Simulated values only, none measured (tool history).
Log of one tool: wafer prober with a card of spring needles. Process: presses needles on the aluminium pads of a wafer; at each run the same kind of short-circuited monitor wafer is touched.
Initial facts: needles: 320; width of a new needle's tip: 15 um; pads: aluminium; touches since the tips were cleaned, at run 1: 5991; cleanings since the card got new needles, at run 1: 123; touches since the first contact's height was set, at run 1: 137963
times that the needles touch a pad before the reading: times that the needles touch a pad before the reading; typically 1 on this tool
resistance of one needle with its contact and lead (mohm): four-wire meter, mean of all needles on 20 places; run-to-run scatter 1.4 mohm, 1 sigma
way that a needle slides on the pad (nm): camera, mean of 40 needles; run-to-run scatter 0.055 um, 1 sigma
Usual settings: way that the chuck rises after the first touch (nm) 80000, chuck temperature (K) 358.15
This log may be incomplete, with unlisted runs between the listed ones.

run	day	way that the chuck rises after the first touch (nm)	chuck temperature (K)	times that the needles touch a pad before the reading	touches since the tips were cleaned	cleanings since the card got new needles	touches since the first contact's height was set	resistance of one needle with its contact and lead (mohm)	way that a needle slides on the pad (nm)
1	0	80000	358.15	1	5991	123	137963	147	12450
# day 0.154: tips cleaned on abrasive film
# day 0.917: tips cleaned on abrasive film
# day 1.558: tips cleaned on abrasive film
2	1.558	80000	340.15	1	0	126	153298	121	12230
# day 2.275: tips cleaned on abrasive film
# day 2.996: tips cleaned on abrasive film
# day 3.725: tips cleaned on abrasive film
# day 4.025: tips cleaned on abrasive film, once more
3	4.296	80000	340.15	1	2671	130	180298	138	12330
# day 4.733: tips cleaned on abrasive film
# day 5.342: tips cleaned on abrasive film
4	5.533	80000	358.15	1	1872	132	192487	141	12170
# day 5.988: tips cleaned on abrasive film
# day 6.688: tips cleaned on abrasive film
# day 7.45: tips cleaned on abrasive film
5	7.979	80000	358.15	1	5244	135	216633	147	12100
# day 8.133: tips cleaned on abrasive film
# day 8.858: tips cleaned on abrasive film
# day 9.604: tips cleaned on abrasive film
# day 9.767: height of the first contact set anew
6	10.212	80000	358.15	1	5906	138	4406	149	12620
# day 10.367: tips cleaned on abrasive film
# day 11.092: tips cleaned on abrasive film
# day 11.704: tips cleaned on abrasive film
7	11.875	80000	358.15	1	1730	141	20815	138	12600
# day 12.325: tips cleaned on abrasive film
# day 13.062: tips cleaned on abrasive film
# day 13.812: tips cleaned on abrasive film
8	13.817	80000	358.15	1	50	144	39963	130	12550
# day 14.546: tips cleaned on abrasive film
9	14.988	80000	358.15	1	4372	145	51512	148	12440
# day 15.292: tips cleaned on abrasive film
# day 15.979: tips cleaned on abrasive film
# day 16.696: tips cleaned on abrasive film
10	16.717	80000	358.15	1	195	148	68556	126	12450
# day 17.325: tips cleaned on abrasive film
# day 18.004: tips cleaned on abrasive film
11	18.429	80000	380.15	1	4240	150	85473	151	12480
# day 18.738: tips cleaned on abrasive film
# day 19.454: tips cleaned on abrasive film
12	20.012	80000	380.15	1	5549	152	101096	155	12410
# day 20.167: tips cleaned on abrasive film
# day 20.9: tips cleaned on abrasive film
# day 21.633: tips cleaned on abrasive film
13	21.979	80000	358.15	1	3459	155	120501	149	12380
# day 22.288: tips cleaned on abrasive film
# day 22.896: tips cleaned on abrasive film
# day 23.504: tips cleaned on abrasive film
# day 24.233: tips cleaned on abrasive film
14	24.492	80000	358.15	1	2542	159	145248	142	12190
# day 24.95: tips cleaned on abrasive film
# day 25.662: tips cleaned on abrasive film
15	26.167	80000	358.15	1	5017	161	161809	151	12300
# day 26.288: tips cleaned on abrasive film
# day 26.896: tips cleaned on abrasive film
# day 27.621: tips cleaned on abrasive film
# day 28.35: tips cleaned on abrasive film
16	28.55	80000	358.15	1	2010	165	185291	138	12230
# day 29.008: tips cleaned on abrasive film
# day 29.712: tips cleaned on abrasive film
# day 30.212: card fitted with new needles
# day 30.962: tips cleaned on abrasive film
# day 31.625: tips cleaned on abrasive film
17	31.662	93000	345.15	2	367	2	14332	121	14670
# day 32.271: tips cleaned on abrasive film
# day 33.012: tips cleaned on abrasive film
18	33.425	94000	313.15	3	4119	4	31739	114	14810
# day 33.704: tips cleaned on abrasive film
# day 34.417: tips cleaned on abrasive film
# day 35.138: tips cleaned on abrasive film
# day 35.854: tips cleaned on abrasive film
19	36.154	94000	313.15	3	2939	8	58629	119	14670
# day 36.546: tips cleaned on abrasive film
# day 37.246: tips cleaned on abrasive film
# day 37.967: tips cleaned on abrasive film
20	38.525	94000	313.15	3	5552	11	82057	116	14690
# day 38.675: tips cleaned on abrasive film
# day 39.358: tips cleaned on abrasive film
# day 40.1: tips cleaned on abrasive film
# day 40.779: tips cleaned on abrasive film
21	40.879	69000	353.15	1	976	15	105237	126	10660
# day 41.488: tips cleaned on abrasive film
# day 42.217: tips cleaned on abrasive film
# day 42.938: tips cleaned on abrasive film
22	43.538	87000	329.15	1	5988	18	131523	137	13490
# day 43.696: tips cleaned on abrasive film
# day 44.396: tips cleaned on abrasive film
# day 45.112: tips cleaned on abrasive film
23	45.15	87000	329.15	1	359	21	147367	118	13380
# day 45.846: tips cleaned on abrasive film
# day 46.454: tips cleaned on abrasive film
# day 47.117: tips cleaned on abrasive film
24	47.158	87000	329.15	1	422	24	167204	119	13280
# day 47.754: tips cleaned on abrasive film
# day 48.512: tips cleaned on abrasive film
# day 49.262: tips cleaned on abrasive film
25	49.425	87000	345.15	1	1599	27	189546	123	13370
# day 49.883: tips cleaned on abrasive film
# day 50.492: tips cleaned on abrasive film
26	50.783	73000	360.15	1	2925	29	202973	137	11110
# day 51.225: tips cleaned on abrasive film
# day 51.95: tips cleaned on abrasive film
# day 52.558: tips cleaned on abrasive film
# day 53.204: tips cleaned on abrasive film
27	53.204	79000	360.15	3	0	33	226821	121	12010

4 options for the next run, each taken on its own from the tool as it stands now. Forecast them:
# day 53.912: tips cleaned on abrasive film
# day 54.075: height of the first contact set anew
# day 54.65: tips cleaned on abrasive film
A	54.838	84000	309.15	3	1859	35	7529	?	?
# day 53.912: tips cleaned on abrasive film
# day 54.075: height of the first contact set anew
# day 54.65: tips cleaned on abrasive film
B	54.838	68000	325.15	3	1859	35	7529	?	?
# day 53.912: tips cleaned on abrasive film
# day 54.075: height of the first contact set anew
# day 54.65: tips cleaned on abrasive film
C	54.838	93000	360.15	3	1859	35	7529	?	?
# day 53.912: tips cleaned on abrasive film
# day 54.075: height of the first contact set anew
# day 54.65: tips cleaned on abrasive film
D	54.838	68000	311.15	3	1859	35	7529	?	?

run	resistance of one needle with its contact and lead (mohm)	way that a needle slides on the pad (nm)
A	116	13310
B	120	10710
C	122	14640
D	120	10690
Without the tool's hidden state the same runs would have given:
run	resistance of one needle with its contact and lead (mohm)	way that a needle slides on the pad (nm)
A	113	13320
B	116	10730
C	120	14660
D	116	10700

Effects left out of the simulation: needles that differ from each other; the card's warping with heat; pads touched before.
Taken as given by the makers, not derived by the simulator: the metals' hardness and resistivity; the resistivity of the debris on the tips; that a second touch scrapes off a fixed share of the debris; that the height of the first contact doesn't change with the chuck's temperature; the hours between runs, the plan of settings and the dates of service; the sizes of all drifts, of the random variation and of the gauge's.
